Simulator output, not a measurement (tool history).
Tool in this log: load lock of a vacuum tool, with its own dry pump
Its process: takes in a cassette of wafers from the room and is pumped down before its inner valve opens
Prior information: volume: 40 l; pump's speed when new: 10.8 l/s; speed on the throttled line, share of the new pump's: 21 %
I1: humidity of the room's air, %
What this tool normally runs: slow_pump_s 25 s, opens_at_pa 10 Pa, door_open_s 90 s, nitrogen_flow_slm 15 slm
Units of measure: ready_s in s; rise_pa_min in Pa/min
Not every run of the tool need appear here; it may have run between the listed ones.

{"run": 1, "hour": 0.0, "slow_pump_s": 25, "opens_at_pa": 10, "door_open_s": 90, "nitrogen_flow_slm": 15, "I1": 41.9, "ready_s": 55.1, "rise_pa_min": 0.184}
{"run": 2, "hour": 245.0, "slow_pump_s": 25, "opens_at_pa": 10, "door_open_s": 90, "nitrogen_flow_slm": 15, "I1": 49.4, "ready_s": 56.3, "rise_pa_min": 0.192}
{"run": 3, "hour": 675.4, "slow_pump_s": 25, "opens_at_pa": 10, "door_open_s": 90, "nitrogen_flow_slm": 6, "I1": 45.3, "ready_s": 56.2, "rise_pa_min": 0.225}
{"run": 4, "hour": 902.4, "slow_pump_s": 25, "opens_at_pa": 10, "door_open_s": 90, "nitrogen_flow_slm": 6, "I1": 46.0, "ready_s": 56.6, "rise_pa_min": 0.232}
{"run": 5, "hour": 1233.1, "slow_pump_s": 25, "opens_at_pa": 10, "door_open_s": 90, "nitrogen_flow_slm": 6, "I1": 41.1, "ready_s": 56.8, "rise_pa_min": 0.233}
{"run": 6, "hour": 1583.7, "slow_pump_s": 25, "opens_at_pa": 10, "door_open_s": 90, "nitrogen_flow_slm": 6, "I1": 41.0, "ready_s": 56.7, "rise_pa_min": 0.248}
{"run": 7, "hour": 1781.8, "slow_pump_s": 25, "opens_at_pa": 10, "door_open_s": 90, "nitrogen_flow_slm": 6, "I1": 48.5, "ready_s": 57.4, "rise_pa_min": 0.263}
{"run": 8, "hour": 2038.8, "slow_pump_s": 25, "opens_at_pa": 10, "door_open_s": 90, "nitrogen_flow_slm": 6, "I1": 42.6, "ready_s": 56.6, "rise_pa_min": 0.275}
{"run": 9, "hour": 2385.6, "slow_pump_s": 25, "opens_at_pa": 10, "door_open_s": 90, "nitrogen_flow_slm": 6, "I1": 43.9, "ready_s": 57.1, "rise_pa_min": 0.29}
{"run": 10, "hour": 2751.9, "slow_pump_s": 25, "opens_at_pa": 10, "door_open_s": 90, "nitrogen_flow_slm": 6, "I1": 45.3, "ready_s": 57.3, "rise_pa_min": 0.303}
{"run": 11, "hour": 3010.9, "slow_pump_s": 25, "opens_at_pa": 10, "door_open_s": 90, "nitrogen_flow_slm": 6, "I1": 43.3, "ready_s": 56.4, "rise_pa_min": 0.306}
{"run": 12, "hour": 3412.7, "slow_pump_s": 25, "opens_at_pa": 10, "door_open_s": 90, "nitrogen_flow_slm": 6, "I1": 44.0, "ready_s": 57.9, "rise_pa_min": 0.329}
{"run": 13, "hour": 3592.8, "slow_pump_s": 25, "opens_at_pa": 10, "door_open_s": 90, "nitrogen_flow_slm": 6, "I1": 45.3, "ready_s": 57.7, "rise_pa_min": 0.329}
{"run": 14, "hour": 3861.9, "slow_pump_s": 25, "opens_at_pa": 10, "door_open_s": 90, "nitrogen_flow_slm": 6, "I1": 42.1, "ready_s": 57.8, "rise_pa_min": 0.347}
{"run": 15, "hour": 4146.4, "slow_pump_s": 39, "opens_at_pa": 11, "door_open_s": 122, "nitrogen_flow_slm": 42, "I1": 44.4, "ready_s": 68.5, "rise_pa_min": 0.328}
{"run": 16, "hour": 4551.2, "slow_pump_s": 39, "opens_at_pa": 11, "door_open_s": 122, "nitrogen_flow_slm": 42, "I1": 44.6, "ready_s": 67.8, "rise_pa_min": 0.344}
{"run": 17, "hour": 4742.5, "slow_pump_s": 39, "opens_at_pa": 18, "door_open_s": 122, "nitrogen_flow_slm": 42, "I1": 44.5, "ready_s": 66.4, "rise_pa_min": 0.353}
{"run": 18, "hour": 4955.4, "slow_pump_s": 39, "opens_at_pa": 7, "door_open_s": 122, "nitrogen_flow_slm": 5, "I1": 44.7, "ready_s": 70.8, "rise_pa_min": 0.401}
{"run": 19, "hour": 5193.9, "slow_pump_s": 39, "opens_at_pa": 7, "door_open_s": 122, "nitrogen_flow_slm": 5, "I1": 44.2, "ready_s": 70.5, "rise_pa_min": 0.411}
{"run": 20, "hour": 5389.0, "slow_pump_s": 15, "opens_at_pa": 7, "door_open_s": 27, "nitrogen_flow_slm": 21, "I1": 46.3, "ready_s": 52.3, "rise_pa_min": 0.373}
{"hour": 5684.1, "done": "dry pump taken out, an overhauled one fitted"}
{"run": 21, "hour": 5687.3, "slow_pump_s": 20, "opens_at_pa": 16, "door_open_s": 60, "nitrogen_flow_slm": 36, "I1": 48.4, "ready_s": 49.2, "rise_pa_min": 0.391}
{"run": 22, "hour": 6003.7, "slow_pump_s": 20, "opens_at_pa": 16, "door_open_s": 60, "nitrogen_flow_slm": 36, "I1": 47.4, "ready_s": 49.2, "rise_pa_min": 0.406}
{"run": 23, "hour": 6357.8, "slow_pump_s": 20, "opens_at_pa": 8, "door_open_s": 60, "nitrogen_flow_slm": 4, "I1": 46.0, "ready_s": 52.0, "rise_pa_min": 0.457}
{"run": 24, "hour": 6663.9, "slow_pump_s": 24, "opens_at_pa": 10, "door_open_s": 174, "nitrogen_flow_slm": 15, "I1": 46.5, "ready_s": 54.3, "rise_pa_min": 0.481}
{"run": 25, "hour": 6976.7, "slow_pump_s": 16, "opens_at_pa": 13, "door_open_s": 31, "nitrogen_flow_slm": 15, "I1": 46.1, "ready_s": 47.0, "rise_pa_min": 0.453}
{"run": 26, "hour": 7312.4, "slow_pump_s": 48, "opens_at_pa": 10, "door_open_s": 90, "nitrogen_flow_slm": 15, "I1": 45.0, "ready_s": 72.4, "rise_pa_min": 0.497}
{"run": 27, "hour": 7617.2, "slow_pump_s": 48, "opens_at_pa": 10, "door_open_s": 130, "nitrogen_flow_slm": 12, "I1": 46.2, "ready_s": 73.2, "rise_pa_min": 0.529}

What if the next run were any one of these 4? Each begins from the tool's condition after run 27:
{"run": "A", "hour": 7907.7, "slow_pump_s": 48, "opens_at_pa": 10, "door_open_s": 130, "nitrogen_flow_slm": 16, "I1": 45.8, "ready_s": "?", "rise_pa_min": "?"}
{"run": "B", "hour": 7907.7, "slow_pump_s": 22, "opens_at_pa": 10, "door_open_s": 90, "nitrogen_flow_slm": 15, "I1": 45.7, "ready_s": "?", "rise_pa_min": "?"}
{"run": "C", "hour": 7907.7, "slow_pump_s": 25, "opens_at_pa": 10, "door_open_s": 61, "nitrogen_flow_slm": 15, "I1": 42.4, "ready_s": "?", "rise_pa_min": "?"}
{"run": "D", "hour": 7907.7, "slow_pump_s": 47, "opens_at_pa": 14, "door_open_s": 130, "nitrogen_flow_slm": 12, "I1": 49.7, "ready_s": "?", "rise_pa_min": "?"}

run=A ready_s=73.8 rise_pa_min=0.528
run=B ready_s=52.7 rise_pa_min=0.533
run=C ready_s=55.5 rise_pa_min=0.527
run=D ready_s=71.7 rise_pa_min=0.552
What these runs would have given with no unlogged condition in the tool:
run=A ready_s=72.9 rise_pa_min=0.056
run=B ready_s=51.6 rise_pa_min=0.055
run=C ready_s=54.4 rise_pa_min=0.050
run=D ready_s=70.8 rise_pa_min=0.076

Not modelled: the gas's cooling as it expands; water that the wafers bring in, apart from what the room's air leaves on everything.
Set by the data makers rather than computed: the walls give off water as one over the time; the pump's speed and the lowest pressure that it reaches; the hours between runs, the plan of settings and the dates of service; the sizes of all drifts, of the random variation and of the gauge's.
